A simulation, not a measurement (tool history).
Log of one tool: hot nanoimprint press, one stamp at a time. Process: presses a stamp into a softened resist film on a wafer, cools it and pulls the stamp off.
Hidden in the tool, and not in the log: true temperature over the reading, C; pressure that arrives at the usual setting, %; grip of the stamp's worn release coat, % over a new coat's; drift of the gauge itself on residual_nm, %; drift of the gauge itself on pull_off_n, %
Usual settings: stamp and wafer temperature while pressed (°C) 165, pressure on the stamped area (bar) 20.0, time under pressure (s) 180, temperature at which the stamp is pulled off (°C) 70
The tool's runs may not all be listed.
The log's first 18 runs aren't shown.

| run | hour | stamp and wafer temperature while pressed (°C) | pressure on the stamped area (bar) | time under pressure (s) | temperature at which the stamp is pulled off (°C) | hours of work since the thermocouple was calibrated | imprints on the stamp's release coat | hours of work since the press's seals were changed | resist left under the stamp's widest pad (Å) | greatest force while the stamp is pulled off (N) |
|---|---|---|---|---|---|---|---|---|---|---|
| 19 | 740.4 | 165 | 20.0 | 180 | 76 | 272 | 545 | 752 | 1610 | 129 |
|  | 774.3 | stamp cleaned and given a new release coat |
| 20 | 790.0 | 170 | 14.7 | 91 | 60 | 307 | 47 | 787 | 1842 | 159 |
| 21 | 823.6 | 165 | 22.3 | 180 | 69 | 333 | 148 | 814 | 1550 | 140 |
| 22 | 854.4 | 165 | 13.9 | 233 | 70 | 358 | 240 | 838 | 1742 | 138 |
| 23 | 889.1 | 165 | 13.1 | 152 | 70 | 386 | 344 | 866 | 2069 | 138 |
| 24 | 920.0 | 176 | 27.7 | 155 | 73 | 410 | 436 | 891 | 829 | 137 |
| 25 | 955.1 | 176 | 27.7 | 155 | 73 | 438 | 541 | 919 | 845 | 134 |
|  | 990.1 | stamp cleaned and given a new release coat |
| 26 | 1008.2 | 160 | 17.4 | 286 | 64 | 476 | 54 | 956 | 1923 | 153 |
| 27 | 1033.5 | 160 | 17.4 | 286 | 64 | 496 | 130 | 976 | 1919 | 155 |
| 28 | 1066.8 | 160 | 17.4 | 286 | 64 | 523 | 229 | 1003 | 1940 | 153 |
|  | 1098.1 | plate thermocouple calibrated |
| 29 | 1102.7 | 172 | 31.6 | 173 | 77 | 4 | 327 | 1029 | 879 | 121 |
| 30 | 1144.9 | 172 | 19.1 | 173 | 58 | 37 | 454 | 1063 | 1129 | 172 |

Forecast each of these 4 alternatives for the next run:
| A | 1182.9 | 172 | 19.1 | 173 | 73 | 68 | 567 | 1093 | ? | ? |
| B | 1182.9 | 165 | 16.0 | 180 | 70 | 68 | 567 | 1093 | ? | ? |
| C | 1182.9 | 172 | 19.1 | 173 | 58 | 68 | 567 | 1093 | ? | ? |
| D | 1182.9 | 164 | 15.7 | 172 | 58 | 68 | 567 | 1093 | ? | ? |

| run | resist left under the stamp's widest pad (Å) | greatest force while the stamp is pulled off (N) |
|---|---|---|
| A | 1147 | 133 |
| B | 1770 | 145 |
| C | 1150 | 172 |
| D | 1871 | 174 |
Without the tool's hidden state the same runs would have given:
| run | resist left under the stamp's widest pad (Å) | greatest force while the stamp is pulled off (N) |
|---|---|---|
| A | 1118 | 127 |
| B | 1736 | 138 |
| C | 1121 | 163 |
| D | 1837 | 165 |
